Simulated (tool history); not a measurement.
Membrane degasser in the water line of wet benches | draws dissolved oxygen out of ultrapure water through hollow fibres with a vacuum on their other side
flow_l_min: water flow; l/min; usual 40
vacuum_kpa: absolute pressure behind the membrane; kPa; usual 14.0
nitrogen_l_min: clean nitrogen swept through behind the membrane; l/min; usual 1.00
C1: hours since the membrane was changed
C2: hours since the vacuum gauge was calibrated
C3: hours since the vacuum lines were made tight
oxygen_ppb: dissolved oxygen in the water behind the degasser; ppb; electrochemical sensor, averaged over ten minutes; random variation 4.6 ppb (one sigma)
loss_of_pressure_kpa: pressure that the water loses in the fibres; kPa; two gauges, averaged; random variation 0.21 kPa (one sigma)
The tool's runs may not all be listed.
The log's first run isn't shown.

{"run": 2, "hour": 93.8, "flow_l_min": 40, "vacuum_kpa": 14.0, "nitrogen_l_min": 0.66, "C1": 207, "C2": 3208, "C3": 2899, "oxygen_ppb": 1101.8, "loss_of_pressure_kpa": 47.28}
{"run": 3, "hour": 272.5, "flow_l_min": 40, "vacuum_kpa": 10.3, "nitrogen_l_min": 0.66, "C1": 386, "C2": 3387, "C3": 3078, "oxygen_ppb": 766.4, "loss_of_pressure_kpa": 47.96}
{"run": 4, "hour": 428.1, "flow_l_min": 40, "vacuum_kpa": 10.3, "nitrogen_l_min": 0.66, "C1": 541, "C2": 3543, "C3": 3234, "oxygen_ppb": 761.3, "loss_of_pressure_kpa": 48.03}
{"run": 5, "hour": 552.3, "flow_l_min": 40, "vacuum_kpa": 12.1, "nitrogen_l_min": 1.0, "C1": 665, "C2": 3667, "C3": 3358, "oxygen_ppb": 694.6, "loss_of_pressure_kpa": 48.05}
{"run": 6, "hour": 646.5, "flow_l_min": 40, "vacuum_kpa": 14.0, "nitrogen_l_min": 1.0, "C1": 760, "C2": 3761, "C3": 3452, "oxygen_ppb": 825.4, "loss_of_pressure_kpa": 48.21}
{"run": 7, "hour": 770.0, "flow_l_min": 40, "vacuum_kpa": 14.0, "nitrogen_l_min": 1.0, "C1": 883, "C2": 3885, "C3": 3576, "oxygen_ppb": 829.2, "loss_of_pressure_kpa": 48.07}
{"run": 8, "hour": 953.0, "flow_l_min": 40, "vacuum_kpa": 14.0, "nitrogen_l_min": 1.0, "C1": 1066, "C2": 4068, "C3": 3758, "oxygen_ppb": 830.8, "loss_of_pressure_kpa": 48.15}
{"run": 9, "hour": 1057.9, "flow_l_min": 40, "vacuum_kpa": 14.0, "nitrogen_l_min": 0.41, "C1": 1171, "C2": 4172, "C3": 3863, "oxygen_ppb": 1475.3, "loss_of_pressure_kpa": 48.15}
{"run": 10, "hour": 1165.7, "flow_l_min": 40, "vacuum_kpa": 14.0, "nitrogen_l_min": 0.41, "C1": 1279, "C2": 4280, "C3": 3971, "oxygen_ppb": 1486.8, "loss_of_pressure_kpa": 48.52}
{"run": 11, "hour": 1307.0, "flow_l_min": 40, "vacuum_kpa": 14.0, "nitrogen_l_min": 0.41, "C1": 1420, "C2": 4422, "C3": 4112, "oxygen_ppb": 1473.4, "loss_of_pressure_kpa": 48.4}
{"run": 12, "hour": 1488.8, "flow_l_min": 40, "vacuum_kpa": 11.0, "nitrogen_l_min": 1.0, "C1": 1602, "C2": 4603, "C3": 4294, "oxygen_ppb": 629.2, "loss_of_pressure_kpa": 48.66}
{"hour": 1501.3, "done": "vacuum gauge calibrated"}
{"hour": 1587.0, "done": "seals of the vacuum lines changed"}
{"run": 13, "hour": 1610.8, "flow_l_min": 40, "vacuum_kpa": 11.0, "nitrogen_l_min": 1.0, "C1": 1721, "C2": 108, "C3": 24, "oxygen_ppb": 633.3, "loss_of_pressure_kpa": 48.59}
{"run": 14, "hour": 1786.5, "flow_l_min": 40, "vacuum_kpa": 14.0, "nitrogen_l_min": 1.0, "C1": 1897, "C2": 283, "C3": 199, "oxygen_ppb": 847.8, "loss_of_pressure_kpa": 48.58}
{"hour": 1915.9, "done": "vacuum gauge calibrated, once more"}
{"run": 15, "hour": 1915.9, "flow_l_min": 55, "vacuum_kpa": 14.0, "nitrogen_l_min": 1.0, "C1": 2026, "C2": 0, "C3": 328, "oxygen_ppb": 1045.8, "loss_of_pressure_kpa": 67.01}
{"run": 16, "hour": 2081.1, "flow_l_min": 40, "vacuum_kpa": 14.0, "nitrogen_l_min": 1.0, "C1": 2191, "C2": 165, "C3": 494, "oxygen_ppb": 813.6, "loss_of_pressure_kpa": 48.56}
{"run": 17, "hour": 2168.7, "flow_l_min": 40, "vacuum_kpa": 14.0, "nitrogen_l_min": 1.0, "C1": 2279, "C2": 253, "C3": 581, "oxygen_ppb": 811.9, "loss_of_pressure_kpa": 48.81}
{"run": 18, "hour": 2339.2, "flow_l_min": 32, "vacuum_kpa": 14.0, "nitrogen_l_min": 0.83, "C1": 2449, "C2": 423, "C3": 752, "oxygen_ppb": 785.6, "loss_of_pressure_kpa": 39.16}
{"run": 19, "hour": 2518.7, "flow_l_min": 39, "vacuum_kpa": 28.5, "nitrogen_l_min": 1.89, "C1": 2629, "C2": 603, "C3": 931, "oxygen_ppb": 1043.7, "loss_of_pressure_kpa": 47.94}
{"run": 20, "hour": 2606.8, "flow_l_min": 43, "vacuum_kpa": 24.8, "nitrogen_l_min": 2.13, "C1": 2717, "C2": 691, "C3": 1019, "oxygen_ppb": 899.7, "loss_of_pressure_kpa": 52.57}
{"run": 21, "hour": 2716.6, "flow_l_min": 40, "vacuum_kpa": 20.8, "nitrogen_l_min": 1.0, "C1": 2827, "C2": 801, "C3": 1129, "oxygen_ppb": 1252.0, "loss_of_pressure_kpa": 49.33}
{"run": 22, "hour": 2896.0, "flow_l_min": 46, "vacuum_kpa": 20.8, "nitrogen_l_min": 1.41, "C1": 3006, "C2": 980, "C3": 1309, "oxygen_ppb": 1095.8, "loss_of_pressure_kpa": 56.45}
{"run": 23, "hour": 3013.5, "flow_l_min": 46, "vacuum_kpa": 20.8, "nitrogen_l_min": 1.41, "C1": 3124, "C2": 1098, "C3": 1426, "oxygen_ppb": 1100.5, "loss_of_pressure_kpa": 56.68}

Run 24 comes next. What will it give?
{"run": 24, "hour": 3120.7, "flow_l_min": 60, "vacuum_kpa": 24.2, "nitrogen_l_min": 1.0, "C1": 3231, "C2": 1205, "C3": 1533, "oxygen_ppb": "?", "loss_of_pressure_kpa": "?"}

Run 24 gave oxygen_ppb 1952.3 ppb, loss_of_pressure_kpa 73.41 kPa.
Without the tool's hidden state the same run would have given oxygen_ppb 1936.6 ppb, loss_of_pressure_kpa 71.00 kPa.
